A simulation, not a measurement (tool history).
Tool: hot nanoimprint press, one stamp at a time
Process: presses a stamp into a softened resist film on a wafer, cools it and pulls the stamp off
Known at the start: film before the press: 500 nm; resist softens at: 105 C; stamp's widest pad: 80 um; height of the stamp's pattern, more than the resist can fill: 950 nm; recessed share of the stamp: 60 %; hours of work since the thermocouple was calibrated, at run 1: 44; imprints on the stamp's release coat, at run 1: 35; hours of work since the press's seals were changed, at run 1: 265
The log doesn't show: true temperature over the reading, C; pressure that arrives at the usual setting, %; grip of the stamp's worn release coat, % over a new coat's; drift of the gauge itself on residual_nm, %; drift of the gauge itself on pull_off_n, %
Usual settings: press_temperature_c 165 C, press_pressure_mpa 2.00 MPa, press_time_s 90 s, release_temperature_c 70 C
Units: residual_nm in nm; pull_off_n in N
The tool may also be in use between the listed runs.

| run | hour | press_temperature_c | press_pressure_mpa | press_time_s | release_temperature_c | hours of work since the thermocouple was calibrated | imprints on the stamp's release coat | hours of work since the press's seals were changed | residual_nm | pull_off_n |
|---|---|---|---|---|---|---|---|---|---|---|
| 1 | 0.0 | 165 | 2.00 | 90 | 70 | 44 | 35 | 265 | 228.6 | 153 |
| 2 | 10.4 | 165 | 2.00 | 90 | 70 | 51 | 76 | 272 | 229.2 | 158 |
| 3 | 18.3 | 175 | 2.00 | 90 | 70 | 56 | 106 | 277 | 156.7 | 155 |
| 4 | 29.1 | 165 | 2.00 | 90 | 70 | 63 | 148 | 284 | 229.1 | 150 |
| 5 | 42.2 | 165 | 2.00 | 90 | 70 | 72 | 199 | 293 | 230.0 | 154 |
| 6 | 53.4 | 165 | 2.00 | 173 | 70 | 79 | 242 | 300 | 179.3 | 159 |
| 7 | 64.6 | 165 | 2.00 | 90 | 60 | 87 | 285 | 308 | 229.7 | 189 |
| 8 | 73.3 | 165 | 2.00 | 138 | 60 | 93 | 319 | 314 | 195.8 | 201 |
| 9 | 84.7 | 165 | 2.00 | 138 | 60 | 100 | 363 | 321 | 195.1 | 192 |
| 10 | 90.3 | 165 | 2.00 | 138 | 60 | 104 | 385 | 325 | 196.0 | 197 |
| 11 | 102.9 | 165 | 2.00 | 138 | 60 | 112 | 433 | 333 | 196.7 | 195 |
| 12 | 114.7 | 165 | 2.00 | 138 | 60 | 120 | 479 | 341 | 197.1 | 203 |
| 13 | 126.4 | 165 | 2.00 | 98 | 60 | 128 | 524 | 349 | 225.7 | 201 |
| 14 | 136.2 | 165 | 2.00 | 90 | 70 | 135 | 562 | 356 | 231.9 | 163 |
| 15 | 143.2 | 165 | 2.00 | 90 | 70 | 139 | 589 | 360 | 230.6 | 168 |
| 16 | 154.9 | 165 | 2.00 | 90 | 70 | 147 | 635 | 368 | 228.2 | 171 |

Run 17 comes next. What will it give?
| 17 | 162.9 | 165 | 1.96 | 60 | 70 | 153 | 665 | 374 | ? | ? |

residual_nm: 268.3 nm
pull_off_n: 162 N
Without the tool's hidden state the same run would have given residual_nm 261.9 nm, pull_off_n 149 N.

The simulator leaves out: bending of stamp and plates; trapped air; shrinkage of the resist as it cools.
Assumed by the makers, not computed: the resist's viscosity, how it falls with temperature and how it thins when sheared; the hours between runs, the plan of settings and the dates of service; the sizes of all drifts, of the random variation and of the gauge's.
